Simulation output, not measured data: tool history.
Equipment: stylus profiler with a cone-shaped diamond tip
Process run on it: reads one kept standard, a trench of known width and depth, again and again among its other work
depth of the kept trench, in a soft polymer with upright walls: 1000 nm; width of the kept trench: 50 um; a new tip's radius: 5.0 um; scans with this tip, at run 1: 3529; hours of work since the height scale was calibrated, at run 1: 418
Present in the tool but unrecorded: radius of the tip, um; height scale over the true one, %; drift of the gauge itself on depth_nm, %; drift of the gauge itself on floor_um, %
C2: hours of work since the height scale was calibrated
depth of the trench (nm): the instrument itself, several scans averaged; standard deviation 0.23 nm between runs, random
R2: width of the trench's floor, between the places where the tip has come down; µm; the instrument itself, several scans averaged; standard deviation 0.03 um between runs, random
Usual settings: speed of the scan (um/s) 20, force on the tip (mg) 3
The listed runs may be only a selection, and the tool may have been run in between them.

Run 1, day 0: usual settings; scans with this tip 3529; C2 418. Result: depth of the trench (nm) 1006.88, R2 43.14 µm.
Run 2, day 3.083: usual settings; scans with this tip 3827; C2 453. Result: depth of the trench (nm) 1006.63, R2 43.09 µm.
Run 3, day 6.829: usual settings but speed of the scan (um/s) 66; scans with this tip 4189; C2 496. Result: depth of the trench (nm) 1006.6, R2 42.73 µm.
Run 4, day 9.679: usual settings but speed of the scan (um/s) 66; scans with this tip 4465; C2 529. Result: depth of the trench (nm) 1006.32, R2 42.67 µm.
Run 5, day 14.712: usual settings; scans with this tip 4952; C2 587. Result: depth of the trench (nm) 1005.95, R2 42.79 µm.
Run 6, day 20.15: usual settings; scans with this tip 5478; C2 649. Result: depth of the trench (nm) 1005.98, R2 42.66 µm.
Run 7, day 25.646: usual settings but force on the tip (mg) 1.42; scans with this tip 6009; C2 712. Result: depth of the trench (nm) 1001.65, R2 42.48 µm.
Run 8, day 31.008: usual settings but force on the tip (mg) 1.42; scans with this tip 6528; C2 773. Result: depth of the trench (nm) 1001.64, R2 42.4 µm.
Run 9, day 35.175: usual settings; scans with this tip 6931; C2 821. Result: depth of the trench (nm) 1005.04, R2 42.35 µm.
Run 10, day 39.392: usual settings but speed of the scan (um/s) 30; scans with this tip 7339; C2 870. Result: depth of the trench (nm) 1004.94, R2 42.24 µm.
Run 11, day 45.267: usual settings; scans with this tip 7907; C2 937. Result: depth of the trench (nm) 1003.91, R2 42.18 µm.
At day 48.642: new tip fitted, height scale calibrated.
Run 12, day 49.4: usual settings but force on the tip (mg) 1.19; scans with this tip 73; C2 9. Result: depth of the trench (nm) 1005.22, R2 43.88 µm.
Run 13, day 52.754: usual settings but force on the tip (mg) 1.19; scans with this tip 397; C2 47. Result: depth of the trench (nm) 1005.16, R2 43.89 µm.
Run 14, day 57.104: usual settings; scans with this tip 818; C2 97. Result: depth of the trench (nm) 1008.71, R2 43.81 µm.
Run 15, day 62.912: usual settings but speed of the scan (um/s) 34; scans with this tip 1380; C2 164. Result: depth of the trench (nm) 1008.49, R2 43.58 µm.
Run 16, day 66.058: usual settings but speed of the scan (um/s) 31; scans with this tip 1684; C2 200. Result: depth of the trench (nm) 1008.23, R2 43.49 µm.
Run 17, day 69.733: usual settings but force on the tip (mg) 4.55; scans with this tip 2040; C2 242. Result: depth of the trench (nm) 1011.13, R2 43.43 µm.
Run 18, day 73.496: usual settings but speed of the scan (um/s) 62; scans with this tip 2404; C2 285. Result: depth of the trench (nm) 1007.91, R2 43.22 µm.
Run 19, day 78.046: usual settings; scans with this tip 2844; C2 337. Result: depth of the trench (nm) 1007.72, R2 43.29 µm.
Run 20, day 83.012: usual settings; scans with this tip 3324; C2 394. Result: depth of the trench (nm) 1007.89, R2 43.15 µm.
Run 21, day 87.033: usual settings but speed of the scan (um/s) 55; scans with this tip 3713; C2 440. Result: depth of the trench (nm) 1007.03, R2 42.86 µm.
Run 22, day 92.425: usual settings but speed of the scan (um/s) 55; scans with this tip 4235; C2 502. Result: depth of the trench (nm) 1006.74, R2 42.76 µm.
Run 23, day 94.904: usual settings but speed of the scan (um/s) 44; scans with this tip 4474; C2 530. Result: depth of the trench (nm) 1007.12, R2 42.81 µm.
Run 24, day 99.175: usual settings but force on the tip (mg) 2.35; scans with this tip 4888; C2 579. Result: depth of the trench (nm) 1005.12, R2 42.79 µm.
Run 25, day 103.021: usual settings but force on the tip (mg) 2.35; scans with this tip 5260; C2 623. Result: depth of the trench (nm) 1005.56, R2 42.72 µm.
Run 26, day 107.896: usual settings but force on the tip (mg) 2.35; scans with this tip 5731; C2 679. Result: depth of the trench (nm) 1004.33, R2 42.58 µm.
Run 27, day 111.35: usual settings but force on the tip (mg) 2.35; scans with this tip 6066; C2 719. Result: depth of the trench (nm) 1004.63, R2 42.48 µm.
Run 28, day 114.971: usual settings but speed of the scan (um/s) 65, force on the tip (mg) 2.12; scans with this tip 6416; C2 760. Result: depth of the trench (nm) 1003.8, R2 42.14 µm.
Run 29, day 117.642: usual settings but force on the tip (mg) 1.3; scans with this tip 6674; C2 791. Result: depth of the trench (nm) 1001.72, R2 42.41 µm.
Run 30, day 123.021: usual settings but speed of the scan (um/s) 58, force on the tip (mg) 1.34; scans with this tip 7194; C2 852. Result: depth of the trench (nm) 1001.84, R2 41.99 µm.
Run 31, day 128.954: usual settings but speed of the scan (um/s) 24, force on the tip (mg) 5.73; scans with this tip 7768; C2 920. Result: depth of the trench (nm) 1009.82, R2 42.2 µm.
Run 32, day 133.517: usual settings but speed of the scan (um/s) 24, force on the tip (mg) 1.09; scans with this tip 8209; C2 973. Result: depth of the trench (nm) 1000.9, R2 41.97 µm.
At day 133.946: new tip fitted, height scale calibrated.
Run 33, day 137.183: usual settings but speed of the scan (um/s) 34, force on the tip (mg) 5.9; scans with this tip 313; C2 37. Result: depth of the trench (nm) 1013.46, R2 43.75 µm.
Run 34, day 141.075: usual settings but speed of the scan (um/s) 8, force on the tip (mg) 1.31; scans with this tip 690; C2 82. Result: depth of the trench (nm) 1004.61, R2 43.66 µm.
Run 35, day 146.254: usual settings but speed of the scan (um/s) 8, force on the tip (mg) 1.31; scans with this tip 1191; C2 141. Result: depth of the trench (nm) 1004.37, R2 43.58 µm.
Run 36, day 148.904: usual settings but speed of the scan (um/s) 12, force on the tip (mg) 5.35; scans with this tip 1447; C2 171. Result: depth of the trench (nm) 1012.02, R2 43.51 µm.
Run 37, day 151.892: usual settings but speed of the scan (um/s) 35, force on the tip (mg) 5.35; scans with this tip 1736; C2 206. Result: depth of the trench (nm) 1011.44, R2 43.32 µm.
Run 38, day 154.367: usual settings but speed of the scan (um/s) 10, force on the tip (mg) 1.93; scans with this tip 1975; C2 234. Result: depth of the trench (nm) 1005.03, R2 43.4 µm.
Run 39, day 158.058: usual settings but speed of the scan (um/s) 42, force on the tip (mg) 8.17; scans with this tip 2332; C2 276. Result: depth of the trench (nm) 1016.02, R2 43.22 µm.
Run 40, day 161.562: usual settings but speed of the scan (um/s) 73, force on the tip (mg) 1.13; scans with this tip 2671; C2 316. Result: depth of the trench (nm) 1002.83, R2 42.68 µm.
Run 41, day 165.238: usual settings but speed of the scan (um/s) 74, force on the tip (mg) 1.51; scans with this tip 3027; C2 359. Result: depth of the trench (nm) 1003.63, R2 42.68 µm.
Run 42, day 168.158: usual settings but speed of the scan (um/s) 74, force on the tip (mg) 1.51; scans with this tip 3309; C2 392. Result: depth of the trench (nm) 1003.81, R2 42.62 µm.
Run 43, day 172.646: usual settings but speed of the scan (um/s) 22, force on the tip (mg) 4.52; scans with this tip 3743; C2 444. Result: depth of the trench (nm) 1009.43, R2 42.94 µm.
Run 44, day 176.6: usual settings but speed of the scan (um/s) 61, force on the tip (mg) 2.73; scans with this tip 4126; C2 489. Result: depth of the trench (nm) 1005.51, R2 42.64 µm.

Hidden state or all else? Some run-to-run changes of depth of the trench (nm), split into what the settings, what came in and random variation would give without the hidden state, and what is left for the hidden state (with any gauge scatter that isn't in both results):
Run 11 -> 12: force on the tip (mg) 3 -> 1.19, new tip fitted, height scale calibrated. depth of the trench (nm) +1.31: hidden state +4.77, all else -3.46.
Run 30 -> 31: speed of the scan (um/s) 58 -> 24, force on the tip (mg) 1.34 -> 5.73. depth of the trench (nm) +7.98: hidden state -0.33, all else +8.31.
Run 32 -> 33: speed of the scan (um/s) 24 -> 34, force on the tip (mg) 1.09 -> 5.9, new tip fitted, height scale calibrated. depth of the trench (nm) +12.56: hidden state +3.6, all else +8.96.
Run 38 -> 39: speed of the scan (um/s) 10 -> 42, force on the tip (mg) 1.93 -> 8.17. depth of the trench (nm) +10.99: hidden state -0.21, all else +11.2.
Run 39 -> 40: speed of the scan (um/s) 42 -> 73, force on the tip (mg) 8.17 -> 1.13. depth of the trench (nm) -13.19: hidden state -0.17, all else -13.02.
